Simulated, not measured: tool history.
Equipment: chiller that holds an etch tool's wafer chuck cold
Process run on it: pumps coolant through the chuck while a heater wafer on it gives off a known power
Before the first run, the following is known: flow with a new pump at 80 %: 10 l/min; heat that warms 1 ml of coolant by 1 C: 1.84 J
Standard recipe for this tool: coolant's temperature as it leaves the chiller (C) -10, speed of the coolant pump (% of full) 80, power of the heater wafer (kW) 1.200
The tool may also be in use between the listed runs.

run     day  coolant's temperature as it leaves the chiller (C)  speed of the coolant pump (% of full)  power of the heater wafer (kW)  chuck's temperature once it has settled (C)  how much warmer the coolant comes back (C)
  1   0.000                                                 -10                                     80                           1.200                                         -1.7                                        3.97
  2   1.004                                                 -10                                     80                           1.200                                         -1.8                                        3.91
  3   2.183                                                 -10                                     80                           0.654                                         -5.4                                        2.14
  4   3.442                                                 -10                                     80                           0.654                                         -5.4                                        2.20
  5   4.533                                                 -10                                     80                           0.654                                         -5.4                                        2.23
  6   5.262                                                 -15                                     80                           1.200                                         -6.6                                        3.95
  7   6.146                                                 -10                                     80                           1.200                                         -1.5                                        4.02
  8   6.896                                                 -10                                     80                           1.200                                         -1.5                                        3.99
  9   8.008                                                 -10                                     80                           1.200                                         -1.6                                        3.99
 10   8.712                                                 -10                                     80                           1.200                                         -1.6                                        4.02
 11   9.592                                                 -10                                     80                           1.200                                         -1.6                                        4.00
 12  10.571                                                 -10                                     80                           1.200                                         -1.6                                        4.09
 13  11.354                                                 -10                                     80                           1.200                                         -1.3                                        4.09
 14  12.212                                                 -10                                     80                           1.200                                         -1.4                                        4.10
 15  13.071                                                 -10                                     80                           1.200                                         -1.7                                        4.10
 16  13.721                                                 -10                                     80                           1.200                                         -1.6                                        4.12
 17  14.346                                                  -1                                     91                           1.165                                          6.7                                        3.48
 18  15.617                                                  -7                                     79                           0.754                                         -1.6                                        2.70
 19  16.808                                                 -10                                     64                           1.232                                         -0.1                                        5.26
 20  17.929                                                 -10                                     64                           0.705                                         -4.3                                        3.15
 21  18.738                                                  -8                                     61                           0.674                                         -2.4                                        3.10
 22  19.262                                                  -8                                     61                           0.674                                         -2.6                                        3.11
     20.062  -- gauge calibrated
 23  20.483                                                  -8                                     61                           0.674                                         -2.6                                        2.87
 24  21.496                                                  -8                                     61                           0.674                                         -2.6                                        2.93
 25  22.712                                                  -8                                     61                           0.674                                         -2.4                                        2.84
 26  23.750                                                  -3                                     80                           0.674                                          1.9                                        2.27
 27  24.267                                                  -3                                     80                           0.674                                          1.7                                        2.22
 28  24.783                                                  -5                                     70                           0.674                                          0.1                                        2.61
 29  25.367                                                  -5                                     70                           1.769                                          8.3                                        6.63
 30  26.412                                                 -17                                     63                           0.645                                        -11.6                                        2.74
 31  27.200                                                 -15                                     65                           0.670                                         -9.8                                        2.78

Each row is a separate what-if for the run after 31, all from the same tool condition, not one after another. Results?
  A  27.812                                                  -4                                     80                           1.719                                            ?                                           ?
  B  27.812                                                  -3                                     64                           0.714                                            ?                                           ?
  C  27.812                                                 -15                                     65                           0.689                                            ?                                           ?
  D  27.812                                                 -16                                     60                           1.766                                            ?                                           ?

run  chuck's temperature once it has settled (C)  how much warmer the coolant comes back (C)
  A                                          8.0                                        5.73
  B                                          2.6                                        2.94
  C                                         -9.5                                        2.80
  D                                         -1.3                                        7.75
Without the tool's hidden state the same runs would have given:
run  chuck's temperature once it has settled (C)  how much warmer the coolant comes back (C)
  A                                          8.0                                        5.62
  B                                          2.6                                        2.83
  C                                         -9.5                                        2.69
  D                                         -1.3                                        7.64

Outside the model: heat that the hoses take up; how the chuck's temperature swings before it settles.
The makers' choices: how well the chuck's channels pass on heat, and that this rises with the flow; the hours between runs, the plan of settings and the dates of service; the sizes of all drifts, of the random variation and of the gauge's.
